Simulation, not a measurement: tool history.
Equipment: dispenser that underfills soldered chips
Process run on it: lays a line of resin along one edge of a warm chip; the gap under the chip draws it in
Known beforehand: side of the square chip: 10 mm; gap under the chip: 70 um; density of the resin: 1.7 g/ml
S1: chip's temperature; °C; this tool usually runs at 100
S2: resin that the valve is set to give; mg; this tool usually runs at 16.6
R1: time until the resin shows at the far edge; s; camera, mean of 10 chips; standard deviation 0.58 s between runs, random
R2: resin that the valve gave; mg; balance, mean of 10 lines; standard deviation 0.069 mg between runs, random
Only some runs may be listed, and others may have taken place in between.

Run 1, hour 0: usual settings. Result: R1 57.5 s, R2 16.27 mg.
At hour 9.7: new syringe of resin.
Run 2, hour 11.5: usual settings. Result: R1 52.1 s, R2 16.23 mg.
Run 3, hour 18.9: usual settings. Result: R1 67.6 s, R2 16.17 mg.
At hour 23: new syringe of resin.
At hour 24: dispensing valve cleaned and set on the balance.
Run 4, hour 31.7: usual settings. Result: R1 65.9 s, R2 16.54 mg.
At hour 37.3: new syringe of resin.
Run 5, hour 42.7: usual settings but S2 18.2 mg. Result: R1 60.1 s, R2 18.21 mg.
At hour 50.7: new syringe of resin.
Run 6, hour 50.7: usual settings. Result: R1 50.6 s, R2 16.45 mg.
Run 7, hour 59.1: usual settings. Result: R1 68.4 s, R2 16.48 mg.
At hour 64: new syringe of resin.
Run 8, hour 65.4: usual settings but S2 15.2 mg. Result: R1 55.5 s, R2 14.89 mg.
At hour 77.3: new syringe of resin.
Run 9, hour 78.4: usual settings but S2 15.2 mg. Result: R1 54.5 s, R2 14.89 mg.
Run 10, hour 88.3: usual settings but S2 15.2 mg. Result: R1 74.2 s, R2 14.97 mg.
At hour 90.7: new syringe of resin.
At hour 95.1: dispensing valve cleaned and set on the balance.
Run 11, hour 101.4: usual settings but S2 15.2 mg. Result: R1 72 s, R2 15.24 mg.
At hour 105.4: new syringe of resin.
Run 12, hour 114.4: usual settings but S2 15.2 mg. Result: R1 70.7 s, R2 15.08 mg.
At hour 118.7: new syringe of resin.
Run 13, hour 121.3: usual settings but S2 15.2 mg. Result: R1 58.1 s, R2 14.99 mg.
Run 14, hour 127.4: usual settings but S1 87 °C, S2 15.2 mg. Result: R1 106.8 s, R2 15.06 mg.
At hour 132.7: new syringe of resin.
Run 15, hour 134.2: usual settings but S2 17.4 mg. Result: R1 54.7 s, R2 17.18 mg.
Run 16, hour 144.1: usual settings but S1 96 °C, S2 14.8 mg. Result: R1 89.8 s, R2 14.46 mg.
At hour 146.5: new syringe of resin.
Run 17, hour 152.6: usual settings but S1 93 °C, S2 19 mg. Result: R1 78 s, R2 18.44 mg.
At hour 159.9: new syringe of resin.
Run 18, hour 163.2: usual settings but S1 103 °C, S2 15 mg. Result: R1 54.4 s, R2 14.64 mg.
At hour 165.8: dispensing valve cleaned and set on the balance.
Run 19, hour 171.6: usual settings but S1 103 °C, S2 15 mg. Result: R1 68.4 s, R2 14.94 mg.
At hour 175.1: new syringe of resin.
Run 20, hour 181.1: usual settings but S1 89 °C. Result: R1 89.3 s, R2 16.53 mg.
At hour 188.3: new syringe of resin.
Run 21, hour 193.8: usual settings but S2 19 mg. Result: R1 59.5 s, R2 18.78 mg.
At hour 201.8: new syringe of resin.
Run 22, hour 204.5: usual settings but S1 97 °C, S2 21.2 mg. Result: R1 61.6 s, R2 20.81 mg.
Run 23, hour 211.1: usual settings but S1 91 °C, S2 15 mg. Result: R1 98 s, R2 14.6 mg.
At hour 215.7: new syringe of resin.
Run 24, hour 217.3: usual settings but S1 89 °C, S2 21.1 mg. Result: R1 76.8 s, R2 20.65 mg.
Run 25, hour 226.3: usual settings but S1 90 °C, S2 18.5 mg. Result: R1 100.7 s, R2 17.98 mg.
At hour 229.2: new syringe of resin.
Run 26, hour 233: usual settings but S1 104 °C, S2 14.6 mg. Result: R1 56.2 s, R2 14.2 mg.
At hour 236.7: dispensing valve cleaned and set on the balance.
Run 27, hour 241: usual settings but S1 103 °C, S2 16.5 mg. Result: R1 68.9 s, R2 16.49 mg.
At hour 244.5: new syringe of resin.
Run 28, hour 250.9: usual settings but S1 86 °C, S2 16.1 mg. Result: R1 102.3 s, R2 15.96 mg.

Below are 3 alternative next runs, each starting from the tool's condition after run 28. Predict each:
At hour 257.9: new syringe of resin.
Run A, hour 263: usual settings but S1 89 °C, S2 16.3 mg. Result: R1 ?, R2 ?.
At hour 257.9: new syringe of resin.
Run B, hour 263: usual settings but S1 101 °C, S2 15 mg. Result: R1 ?, R2 ?.
At hour 257.9: new syringe of resin.
Run C, hour 263: usual settings but S1 86 °C, S2 21.5 mg. Result: R1 ?, R2 ?.

run    R1     R2
  A  89.8  16.05
  B  62.1  14.91
  C  94.8  21.11
Without the tool's hidden state the same runs would have given:
run    R1     R2
  A  71.4  16.27
  B  49.2   15.1
  C  75.4  21.39

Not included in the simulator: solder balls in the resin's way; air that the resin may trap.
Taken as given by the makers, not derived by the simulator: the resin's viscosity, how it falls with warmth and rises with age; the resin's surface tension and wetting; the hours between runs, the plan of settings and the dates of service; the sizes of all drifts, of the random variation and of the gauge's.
